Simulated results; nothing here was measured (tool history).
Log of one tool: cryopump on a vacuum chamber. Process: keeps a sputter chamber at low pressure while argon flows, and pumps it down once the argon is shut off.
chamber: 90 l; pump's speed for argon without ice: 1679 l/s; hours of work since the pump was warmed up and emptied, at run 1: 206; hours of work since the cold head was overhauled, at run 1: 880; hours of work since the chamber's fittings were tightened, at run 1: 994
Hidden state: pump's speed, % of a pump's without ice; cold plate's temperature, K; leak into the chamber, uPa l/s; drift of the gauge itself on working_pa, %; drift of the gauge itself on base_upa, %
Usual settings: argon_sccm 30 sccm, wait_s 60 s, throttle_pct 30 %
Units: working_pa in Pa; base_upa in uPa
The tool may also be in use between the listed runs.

run    hour  argon_sccm  wait_s  throttle_pct  hours of work since the pump was warmed up and emptied  hours of work since the cold head was overhauled  hours of work since the chamber's fittings were tightened  working_pa  base_upa
  1     0.0          30      60            30                                                     206                                               880                                                        994      0.1081      1.46
  2   108.0          30      60            30                                                     278                                               953                                                       1067      0.1106      1.57
  3   165.2          30      60            30                                                     317                                               991                                                       1105      0.1129      1.58
      186.5  -- pump warmed up, emptied and cooled again
  4   260.7          30      60            30                                                      50                                              1052                                                       1166      0.1032      1.40
  5   345.2          30      60            30                                                     107                                              1109                                                       1223      0.1044      1.46
  6   444.9          30      60            30                                                     174                                              1176                                                       1290      0.1069      1.48
  7   560.0          30      60            30                                                     251                                              1253                                                       1368      0.1098      1.56
  8   640.4          30      60            30                                                     305                                              1308                                                       1422      0.1115      1.64
      672.1  -- pump warmed up, emptied and cooled again
  9   698.4          30      28            30                                                      18                                              1343                                                       1457      0.1023      2.47
 10   763.7          30      60            30                                                      62                                              1387                                                       1501      0.1026      1.48
 11   873.1          19      66            30                                                     135                                              1461                                                       1575      0.0672      1.43
 12   924.9          30      64            29                                                     170                                              1496                                                       1610      0.1093      1.54
 13   997.3          43      32            59                                                     219                                              1544                                                       1659      0.0846      2.35
 14  1078.8          43      32            59                                                     274                                              1599                                                       1713      0.0859      2.49
 15  1131.1          59      32            33                                                     309                                              1634                                                       1749      0.2011      2.44
     1159.8  -- pump warmed up, emptied and cooled again
 16  1193.1          59      32            33                                                      22                                              1673                                                       1787      0.1805      2.34
 17  1300.2          16      60            30                                                      95                                              1745                                                       1859      0.0553      1.60
 18  1389.6          13      39            19                                                     155                                              1805                                                       1919      0.0708      2.10
     1402.6  -- leaking fittings of the chamber tightened, without venting
 19  1462.3          13      39            19                                                     202                                              1853                                                         40      0.0721      1.62
 20  1581.8          13      39            19                                                     283                                              1933                                                        121      0.0735      1.68

How the hidden state differs across the entries between the runs, from the last listed run before each to the first after it:
Between runs 3 and 4: pump warmed up, emptied and cooled again (hour 186.5)
  pump's speed, % of a pump's without ice: 70.6 -> 95.5; cold plate's temperature, K: 12.69 -> 12.71; leak into the chamber, uPa l/s: 776 -> 796
  measured less the result without the state, working_pa: +0.0132 -> +0.0019 Pa; base_upa: +0.50 -> +0.32 uPa
Between runs 8 and 9: pump warmed up, emptied and cooled again (hour 672.1)
  pump's speed, % of a pump's without ice: 74 -> 98.2; cold plate's temperature, K: 12.85 -> 12.86; leak into the chamber, uPa l/s: 876 -> 887
  measured less the result without the state, working_pa: +0.0113 -> +0.0011 Pa; base_upa: +0.55 -> +0.37 uPa
Between runs 15 and 16: pump warmed up, emptied and cooled again (hour 1159.8)
  pump's speed, % of a pump's without ice: 75.1 -> 97.6; cold plate's temperature, K: 13 -> 13.02; leak into the chamber, uPa l/s: 977 -> 991
  measured less the result without the state, working_pa: +0.0213 -> +0.0027 Pa; base_upa: +0.61 -> +0.45 uPa
Between runs 18 and 19: leaking fittings of the chamber tightened, without venting (hour 1402.6)
  pump's speed, % of a pump's without ice: 86.9 -> 83.2; cold plate's temperature, K: 13.09 -> 13.11; leak into the chamber, uPa l/s: 1029 -> 377
  measured less the result without the state, working_pa: +0.0023 -> +0.0030 Pa; base_upa: +0.55 -> +0.10 uPa
